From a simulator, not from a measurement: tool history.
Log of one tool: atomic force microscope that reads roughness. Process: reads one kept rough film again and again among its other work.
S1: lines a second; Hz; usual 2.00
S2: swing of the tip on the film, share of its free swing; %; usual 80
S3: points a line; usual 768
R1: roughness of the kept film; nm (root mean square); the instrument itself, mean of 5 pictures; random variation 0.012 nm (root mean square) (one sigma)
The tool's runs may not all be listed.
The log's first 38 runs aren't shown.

{"run": 39, "day": 41.208, "S1": 2.0, "S2": 71, "S3": 663, "R1": 2.127}
{"run": 40, "day": 42.5, "S1": 2.0, "S2": 80, "S3": 320, "R1": 1.794}
{"run": 41, "day": 43.996, "S1": 1.72, "S2": 61, "S3": 274, "R1": 1.869}
{"day": 44.996, "done": "new tip fitted"}
{"run": 42, "day": 45.421, "S1": 0.88, "S2": 80, "S3": 865, "R1": 3.006}
{"run": 43, "day": 46.783, "S1": 1.09, "S2": 80, "S3": 865, "R1": 2.663}
{"run": 44, "day": 48.346, "S1": 1.01, "S2": 80, "S3": 889, "R1": 2.375}
{"run": 45, "day": 49.896, "S1": 0.86, "S2": 61, "S3": 269, "R1": 2.254}
{"run": 46, "day": 50.838, "S1": 0.86, "S2": 61, "S3": 269, "R1": 2.11}
{"run": 47, "day": 51.525, "S1": 0.78, "S2": 89, "S3": 768, "R1": 1.914}

4 ways to go on from here, each from the tool as it stands after run 47. What would each give?
{"run": "A", "day": 53.008, "S1": 2.0, "S2": 80, "S3": 510, "R1": "?"}
{"run": "B", "day": 53.008, "S1": 2.64, "S2": 65, "S3": 552, "R1": "?"}
{"run": "C", "day": 53.008, "S1": 1.19, "S2": 84, "S3": 768, "R1": "?"}
{"run": "D", "day": 53.008, "S1": 0.55, "S2": 82, "S3": 768, "R1": "?"}

run=A R1=1.607
run=B R1=1.751
run=C R1=1.728
run=D R1=1.864
Without the tool's hidden state the same runs would have given:
run=A R1=2.841
run=B R1=3.084
run=C R1=3.045
run=D R1=3.287

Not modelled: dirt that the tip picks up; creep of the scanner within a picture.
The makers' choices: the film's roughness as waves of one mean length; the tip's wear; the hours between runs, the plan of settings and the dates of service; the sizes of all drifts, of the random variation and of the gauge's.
